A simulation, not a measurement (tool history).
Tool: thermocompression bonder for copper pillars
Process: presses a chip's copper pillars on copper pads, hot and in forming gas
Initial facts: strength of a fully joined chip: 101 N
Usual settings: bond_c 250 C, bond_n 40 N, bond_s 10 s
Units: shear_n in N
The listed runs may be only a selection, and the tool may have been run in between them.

{"run": 1, "day": 0.0, "bond_c": 250, "bond_n": 40, "bond_s": 10, "shear_n": 52.3}
{"run": 2, "day": 0.429, "bond_c": 250, "bond_n": 40, "bond_s": 10, "shear_n": 53.5}
{"run": 3, "day": 1.004, "bond_c": 250, "bond_n": 40, "bond_s": 10, "shear_n": 50.5}
{"run": 4, "day": 1.6, "bond_c": 250, "bond_n": 40, "bond_s": 17, "shear_n": 61.7}
{"run": 5, "day": 2.25, "bond_c": 250, "bond_n": 40, "bond_s": 10, "shear_n": 51.4}
{"run": 6, "day": 3.05, "bond_c": 250, "bond_n": 40, "bond_s": 10, "shear_n": 49.9}
{"run": 7, "day": 3.779, "bond_c": 250, "bond_n": 40, "bond_s": 10, "shear_n": 50.5}
{"run": 8, "day": 4.462, "bond_c": 250, "bond_n": 40, "bond_s": 10, "shear_n": 49.9}
{"run": 9, "day": 5.158, "bond_c": 250, "bond_n": 40, "bond_s": 28, "shear_n": 66.4}
{"run": 10, "day": 5.946, "bond_c": 250, "bond_n": 40, "bond_s": 28, "shear_n": 68}
{"run": 11, "day": 6.733, "bond_c": 250, "bond_n": 40, "bond_s": 10, "shear_n": 48.2}
{"run": 12, "day": 7.067, "bond_c": 268, "bond_n": 40, "bond_s": 10, "shear_n": 55.5}
{"run": 13, "day": 7.679, "bond_c": 250, "bond_n": 40, "bond_s": 11, "shear_n": 50.1}
{"run": 14, "day": 8.208, "bond_c": 229, "bond_n": 27, "bond_s": 30, "shear_n": 45.1}
{"run": 15, "day": 8.546, "bond_c": 257, "bond_n": 27, "bond_s": 8, "shear_n": 36.9}
{"run": 16, "day": 9.246, "bond_c": 269, "bond_n": 34, "bond_s": 8, "shear_n": 48.2}
{"day": 9.35, "done": "force cell calibrated"}
{"run": 17, "day": 9.7, "bond_c": 256, "bond_n": 30, "bond_s": 15, "shear_n": 49.1}
{"run": 18, "day": 10.35, "bond_c": 256, "bond_n": 30, "bond_s": 15, "shear_n": 49.3}
{"run": 19, "day": 10.817, "bond_c": 256, "bond_n": 30, "bond_s": 15, "shear_n": 48}
{"day": 11.221, "done": "forming gas filter changed"}
{"run": 20, "day": 11.608, "bond_c": 262, "bond_n": 40, "bond_s": 26, "shear_n": 74.8}
{"day": 12.379, "done": "force cell calibrated, once more"}
{"run": 21, "day": 12.388, "bond_c": 234, "bond_n": 29, "bond_s": 16, "shear_n": 41}
{"run": 22, "day": 12.75, "bond_c": 234, "bond_n": 29, "bond_s": 16, "shear_n": 42.4}
{"run": 23, "day": 13.362, "bond_c": 234, "bond_n": 29, "bond_s": 16, "shear_n": 41.3}
{"run": 24, "day": 13.792, "bond_c": 279, "bond_n": 43, "bond_s": 10, "shear_n": 64.9}
{"run": 25, "day": 14.529, "bond_c": 274, "bond_n": 46, "bond_s": 10, "shear_n": 64.9}
{"run": 26, "day": 15.012, "bond_c": 234, "bond_n": 27, "bond_s": 9, "shear_n": 31.4}

Forecast each of these 3 alternatives for the next run:
{"run": "A", "day": 15.758, "bond_c": 247, "bond_n": 27, "bond_s": 9, "shear_n": "?"}
{"run": "B", "day": 15.758, "bond_c": 250, "bond_n": 24, "bond_s": 6, "shear_n": "?"}
{"run": "C", "day": 15.758, "bond_c": 237, "bond_n": 39, "bond_s": 10, "shear_n": "?"}

run=A shear_n=35.1
run=B shear_n=28.5
run=C shear_n=43.2
The same runs, with their run-to-run variation unchanged, on a tool lacking any hidden condition would have given:
run=A shear_n=39.2
run=B shear_n=31.8
run=C shear_n=47.9
